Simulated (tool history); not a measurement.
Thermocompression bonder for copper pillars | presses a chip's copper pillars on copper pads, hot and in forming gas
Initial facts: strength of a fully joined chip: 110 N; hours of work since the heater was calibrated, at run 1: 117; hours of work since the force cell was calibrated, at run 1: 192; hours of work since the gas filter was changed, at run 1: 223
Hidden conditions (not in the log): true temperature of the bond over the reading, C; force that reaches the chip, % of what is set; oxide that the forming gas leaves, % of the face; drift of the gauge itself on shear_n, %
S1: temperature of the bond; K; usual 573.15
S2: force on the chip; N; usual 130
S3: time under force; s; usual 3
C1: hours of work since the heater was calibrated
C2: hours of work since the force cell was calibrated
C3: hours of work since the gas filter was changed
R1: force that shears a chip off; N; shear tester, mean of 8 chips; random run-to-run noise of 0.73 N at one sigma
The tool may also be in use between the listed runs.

{"run": 1, "day": 0.0, "S1": 573.15, "S2": 130, "S3": 3, "C1": 117, "C2": 192, "C3": 223, "R1": 57.9}
{"run": 2, "day": 0.179, "S1": 573.15, "S2": 130, "S3": 3, "C1": 120, "C2": 195, "C3": 226, "R1": 59}
{"run": 3, "day": 0.579, "S1": 573.15, "S2": 130, "S3": 3, "C1": 128, "C2": 203, "C3": 234, "R1": 57.3}
{"run": 4, "day": 0.825, "S1": 573.15, "S2": 130, "S3": 3, "C1": 132, "C2": 207, "C3": 238, "R1": 57.3}
{"run": 5, "day": 1.079, "S1": 573.15, "S2": 130, "S3": 3, "C1": 137, "C2": 212, "C3": 243, "R1": 56.6}
{"run": 6, "day": 1.271, "S1": 573.15, "S2": 188, "S3": 3, "C1": 141, "C2": 216, "C3": 246, "R1": 68.6}
{"run": 7, "day": 1.546, "S1": 573.15, "S2": 119, "S3": 3, "C1": 146, "C2": 221, "C3": 252, "R1": 54.9}
{"run": 8, "day": 1.954, "S1": 573.15, "S2": 119, "S3": 2, "C1": 153, "C2": 228, "C3": 259, "R1": 46.2}
{"run": 9, "day": 2.358, "S1": 565.15, "S2": 130, "S3": 3, "C1": 161, "C2": 236, "C3": 267, "R1": 53.9}
{"day": 2.442, "done": "force cell calibrated"}
{"run": 10, "day": 2.617, "S1": 565.15, "S2": 130, "S3": 3, "C1": 165, "C2": 3, "C3": 270, "R1": 54.2}
{"run": 11, "day": 3.017, "S1": 565.15, "S2": 130, "S3": 3, "C1": 172, "C2": 11, "C3": 278, "R1": 51.4}
{"run": 12, "day": 3.254, "S1": 547.15, "S2": 130, "S3": 3, "C1": 176, "C2": 15, "C3": 282, "R1": 44.7}
{"run": 13, "day": 3.612, "S1": 547.15, "S2": 130, "S3": 2, "C1": 183, "C2": 22, "C3": 289, "R1": 39.5}
{"run": 14, "day": 3.933, "S1": 582.15, "S2": 130, "S3": 8, "C1": 189, "C2": 28, "C3": 295, "R1": 79.8}
{"run": 15, "day": 4.238, "S1": 590.15, "S2": 130, "S3": 4, "C1": 195, "C2": 33, "C3": 301, "R1": 71.1}
{"run": 16, "day": 4.471, "S1": 594.15, "S2": 146, "S3": 4, "C1": 199, "C2": 38, "C3": 305, "R1": 73.5}
{"day": 4.846, "done": "force cell calibrated, once more"}
{"run": 17, "day": 4.846, "S1": 594.15, "S2": 146, "S3": 4, "C1": 205, "C2": 0, "C3": 311, "R1": 75.7}
{"run": 18, "day": 5.117, "S1": 594.15, "S2": 79, "S3": 4, "C1": 210, "C2": 5, "C3": 316, "R1": 56.4}
{"run": 19, "day": 5.346, "S1": 554.15, "S2": 96, "S3": 3, "C1": 214, "C2": 9, "C3": 320, "R1": 39.8}
{"run": 20, "day": 5.533, "S1": 573.15, "S2": 130, "S3": 9, "C1": 218, "C2": 13, "C3": 324, "R1": 76.5}
{"run": 21, "day": 5.917, "S1": 573.15, "S2": 130, "S3": 9, "C1": 225, "C2": 20, "C3": 331, "R1": 76.4}
{"run": 22, "day": 6.288, "S1": 563.15, "S2": 130, "S3": 3, "C1": 232, "C2": 27, "C3": 338, "R1": 53.1}

Run 23 has not been measured yet. What should we expect?
{"run": 23, "day": 6.662, "S1": 553.15, "S2": 142, "S3": 4, "C1": 239, "C2": 34, "C3": 345, "R1": "?"}

Run 23 gave R1 55.6 N.
With no hidden state in the tool, this same run would have given R1 58.8 N.

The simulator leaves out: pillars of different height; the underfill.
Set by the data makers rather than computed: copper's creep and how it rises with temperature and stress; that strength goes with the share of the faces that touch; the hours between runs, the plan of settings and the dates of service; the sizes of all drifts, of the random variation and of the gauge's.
